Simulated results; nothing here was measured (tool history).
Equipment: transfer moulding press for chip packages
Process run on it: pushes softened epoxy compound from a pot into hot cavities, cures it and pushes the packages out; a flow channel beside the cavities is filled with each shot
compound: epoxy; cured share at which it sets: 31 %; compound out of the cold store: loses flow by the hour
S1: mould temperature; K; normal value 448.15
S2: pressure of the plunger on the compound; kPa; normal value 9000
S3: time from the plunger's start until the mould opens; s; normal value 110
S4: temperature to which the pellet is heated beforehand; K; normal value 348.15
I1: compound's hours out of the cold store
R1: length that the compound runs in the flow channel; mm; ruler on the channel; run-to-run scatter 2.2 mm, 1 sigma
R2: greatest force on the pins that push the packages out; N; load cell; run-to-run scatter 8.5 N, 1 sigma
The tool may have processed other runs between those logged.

Run 1, hour 0: usual settings; I1 31.7. Result: R1 960 mm, R2 386 N.
Run 2, hour 18.4: usual settings; I1 9.7. Result: R1 1027 mm, R2 399 N.
Run 3, hour 42.1: usual settings; I1 33.5. Result: R1 959 mm, R2 377 N.
Run 4, hour 66.4: usual settings; I1 32.9. Result: R1 960 mm, R2 380 N.
Run 5, hour 86.2: usual settings but S3 113 s; I1 33.2. Result: R1 957 mm, R2 370 N.
Run 6, hour 108.7: usual settings but S3 113 s; I1 17.9. Result: R1 1000 mm, R2 383 N.
Run 7, hour 122: usual settings but S3 113 s; I1 11. Result: R1 1023 mm, R2 383 N.
Run 8, hour 138.1: usual settings; I1 10.1. Result: R1 1021 mm, R2 392 N.
Run 9, hour 149.8: usual settings; I1 32.6. Result: R1 961 mm, R2 379 N.
Run 10, hour 170: usual settings; I1 19.6. Result: R1 999 mm, R2 385 N.
Run 11, hour 185.8: usual settings; I1 9.5. Result: R1 1027 mm, R2 391 N.
Run 12, hour 205.5: usual settings but S1 454.15 K; I1 43.5. Result: R1 912 mm, R2 329 N.
Run 13, hour 226.7: usual settings but S1 454.15 K; I1 15.8. Result: R1 986 mm, R2 310 N.
Run 14, hour 247.7: usual settings but S1 454.15 K; I1 31.5. Result: R1 944 mm, R2 312 N.
Run 15, hour 257.8: usual settings but S1 454.15 K; I1 32.4. Result: R1 941 mm, R2 326 N.
Run 16, hour 273.4: usual settings but S1 454.15 K, S2 9860 kPa, S3 99 s, S4 353.15 K; I1 20.1. Result: R1 1021 mm, R2 352 N.
Run 17, hour 285.6: usual settings but S1 445.15 K, S2 6910 kPa, S3 91 s, S4 342.15 K; I1 21.1. Result: R1 884 mm, R2 756 N.
Run 18, hour 300.4: usual settings but S1 445.15 K, S2 6910 kPa, S3 91 s, S4 342.15 K; I1 32.1. Result: R1 849 mm, R2 745 N.
Run 19, hour 312.8: usual settings but S1 445.15 K, S2 6910 kPa, S3 91 s, S4 342.15 K; I1 38.6. Result: R1 835 mm, R2 722 N.
Run 20, hour 326.1: usual settings but S3 125 s, S4 351.15 K; I1 26.2. Result: R1 976 mm, R2 340 N.
Run 21, hour 343.7: usual settings but S2 8900 kPa, S3 127 s; I1 18.9. Result: R1 992 mm, R2 332 N.
Run 22, hour 353.6: usual settings but S1 443.15 K, S2 9010 kPa, S3 98 s, S4 340.15 K; I1 43.1. Result: R1 948 mm, R2 685 N.
Run 23, hour 369.7: usual settings but S3 94 s; I1 14.7. Result: R1 1010 mm, R2 541 N.
Run 24, hour 385.1: usual settings but S3 94 s; I1 39.4. Result: R1 939 mm, R2 534 N.
Run 25, hour 406.6: usual settings but S3 94 s; I1 16.6. Result: R1 1007 mm, R2 556 N.
Run 26, hour 421.7: usual settings but S1 443.15 K, S3 94 s, S4 346.15 K; I1 10.5. Result: R1 1048 mm, R2 810 N.
Run 27, hour 437.9: usual settings but S3 111 s, S4 358.15 K; I1 24.5. Result: R1 983 mm, R2 391 N.
Run 28, hour 447.8: usual settings but S1 455.15 K, S2 8190 kPa; I1 38.6. Result: R1 875 mm, R2 330 N.

The log once held 8 entries between its listed runs, left out of this copy. Where does each go, and what is different about the tool's unlogged condition between the listed run before it and the listed run after it?
In the gap between runs 1 and 2: plunger's sealing rings changed (hour 18.2)
  pressure that reaches the compound, % of what is set: 99.89 -> 100; grip of the stained cavities, % over clean ones': 2.2 -> 2.3
  measured result minus the result with no hidden state, R2: +8 -> +9 N
In the gap between runs 2 and 3: cavities cleaned with cleaning compound and waxed (hour 37)
  pressure that reaches the compound, % of what is set: 100 -> 99.99; grip of the stained cavities, % over clean ones': 2.3 -> 0.4
  measured result minus the result with no hidden state, R2: +9 -> +1 N
In the gap between runs 3 and 4: mould's thermocouples calibrated (hour 57.2)
  true mould temperature over the reading, C: 0.03 -> 0; grip of the stained cavities, % over clean ones': 0.4 -> 1.6
  measured result minus the result with no hidden state, R2: +1 -> +6 N
In the gap between runs 7 and 8: cavities cleaned with cleaning compound and waxed (hour 130.4)
  grip of the stained cavities, % over clean ones': 2.3 -> 0.7
  measured result minus the result with no hidden state, R2: +9 -> +3 N
In the gap between runs 12 and 13: cavities cleaned with cleaning compound and waxed (hour 221)
  grip of the stained cavities, % over clean ones': 2.3 -> 0.5
  measured result minus the result with no hidden state, R2: +8 -> +2 N
In the gap between runs 18 and 19: cavities cleaned with cleaning compound and waxed (hour 312.3)
  pressure that reaches the compound, % of what is set: 99.92 -> 99.91; grip of the stained cavities, % over clean ones': 2.3 -> 0.1
  measured result minus the result with no hidden state, R2: +16 -> +0 N
In the gap between runs 22 and 23: plunger's sealing rings changed (hour 366.5)
  pressure that reaches the compound, % of what is set: 99.9 -> 99.99; grip of the stained cavities, % over clean ones': 2 -> 2.2
  measured result minus the result with no hidden state, R2: +12 -> +11 N
In the gap between runs 24 and 25: cavities cleaned with cleaning compound and waxed (hour 405.3)
  pressure that reaches the compound, % of what is set: 99.99 -> 99.98; grip of the stained cavities, % over clean ones': 2.3 -> 0.1
  measured result minus the result with no hidden state, R2: +12 -> +0 N
